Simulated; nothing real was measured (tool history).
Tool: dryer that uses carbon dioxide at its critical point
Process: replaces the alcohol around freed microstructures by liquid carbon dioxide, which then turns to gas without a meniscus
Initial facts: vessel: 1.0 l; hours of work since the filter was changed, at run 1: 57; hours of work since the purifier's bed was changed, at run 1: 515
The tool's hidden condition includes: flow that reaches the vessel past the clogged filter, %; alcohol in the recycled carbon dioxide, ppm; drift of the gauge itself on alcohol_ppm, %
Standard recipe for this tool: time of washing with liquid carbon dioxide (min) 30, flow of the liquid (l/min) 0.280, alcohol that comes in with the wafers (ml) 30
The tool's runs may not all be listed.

| run | hour | time of washing with liquid carbon dioxide (min) | flow of the liquid (l/min) | alcohol that comes in with the wafers (ml) | hours of work since the filter was changed | hours of work since the purifier's bed was changed | alcohol left in the vessel before it's heated (ppm by volume) |
|---|---|---|---|---|---|---|---|
| 1 | 0.0 | 30 | 0.280 | 30 | 57 | 515 | 72 |
| 2 | 25.1 | 30 | 0.363 | 30 | 67 | 525 | 58 |
| 3 | 63.3 | 30 | 0.363 | 30 | 82 | 541 | 57 |
| 4 | 106.0 | 30 | 0.280 | 111 | 99 | 558 | 106 |
| 5 | 140.3 | 21 | 0.280 | 30 | 113 | 571 | 207 |
| 6 | 161.5 | 21 | 0.198 | 30 | 121 | 580 | 700 |
| 7 | 201.4 | 21 | 0.198 | 30 | 137 | 595 | 726 |
| 8 | 232.5 | 21 | 0.198 | 30 | 149 | 608 | 747 |
| 9 | 272.5 | 21 | 0.198 | 30 | 165 | 624 | 781 |

What does the tool deliver on the next run?
| 10 | 320.6 | 21 | 0.198 | 30 | 184 | 643 | ? |

alcohol left in the vessel before it's heated (ppm by volume): 786
If the tool had no hidden condition, the same run with the same run-to-run variation would have returned alcohol left in the vessel before it's heated (ppm by volume) 519.
